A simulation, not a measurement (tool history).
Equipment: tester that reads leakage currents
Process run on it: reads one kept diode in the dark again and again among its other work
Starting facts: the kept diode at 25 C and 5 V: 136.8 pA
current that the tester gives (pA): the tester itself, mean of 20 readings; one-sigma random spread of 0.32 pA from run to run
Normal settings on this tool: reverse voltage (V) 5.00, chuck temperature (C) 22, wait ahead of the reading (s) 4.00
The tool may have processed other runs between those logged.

run	day	reverse voltage (V)	chuck temperature (C)	wait ahead of the reading (s)	current that the tester gives (pA)
1	0.000	5.00	22	4.00	107.09
2	1.450	5.00	29	4.00	193.40
3	4.433	5.00	22	4.00	106.32
4	6.250	5.00	22	4.00	106.45
5	8.233	5.00	22	4.00	106.52
6	11.212	5.00	22	4.00	105.77
7	13.358	5.00	22	4.00	105.97
8	16.383	6.22	22	4.00	116.43
9	18.850	6.22	22	4.00	116.99
10	21.583	6.22	22	4.00	116.60
11	24.000	6.22	22	4.00	116.81
12	26.912	5.00	22	4.00	105.58
13	29.821	5.00	51	4.00	1071.16
14	32.862	5.00	22	2.52	105.62
15	34.417	5.00	22	4.00	106.08
16	36.621	2.41	22	4.00	75.65
17	39.000	2.41	22	4.00	75.56
18	40.446	2.41	22	4.00	75.50
# day 40.821: tester calibrated
19	42.054	2.44	22	4.00	74.52
20	43.442	2.44	22	4.00	74.79
21	46.550	1.86	42	1.79	345.00
22	48.154	1.20	31	8.67	117.09
23	50.262	1.20	31	8.67	116.65
24	52.900	2.25	22	0.43	72.89
25	55.633	2.56	48	2.15	618.55
26	57.558	4.90	22	4.00	101.88
27	58.892	4.90	22	4.00	101.38
28	61.033	11.75	22	2.44	151.42
29	62.383	11.75	47	0.31	1133.18
30	63.962	11.75	47	0.31	1135.28
31	66.125	5.70	47	0.49	817.52
32	67.508	5.70	47	0.49	818.93
33	69.358	15.94	41	4.00	820.74
34	71.658	5.00	27	9.43	156.42
35	74.117	5.00	27	9.43	155.89
36	76.533	8.68	35	0.31	394.38
37	79.088	8.68	35	0.31	391.51
38	82.042	5.00	36	3.06	326.60
39	84.575	3.35	25	0.41	111.37

Each row is a separate what-if for the run after 39, all from the same tool condition, not one after another. Results?
A	87.754	3.89	43	0.65	?
B	87.754	3.35	59	0.64	?
C	87.754	1.73	49	1.52	?

run	current that the tester gives (pA)
A	505.82
B	1529.27
C	554.58
With the hidden condition removed and each run's random variation left untouched, the same runs would have given:
run	current that the tester gives (pA)
A	531.08
B	1600.72
C	582.14

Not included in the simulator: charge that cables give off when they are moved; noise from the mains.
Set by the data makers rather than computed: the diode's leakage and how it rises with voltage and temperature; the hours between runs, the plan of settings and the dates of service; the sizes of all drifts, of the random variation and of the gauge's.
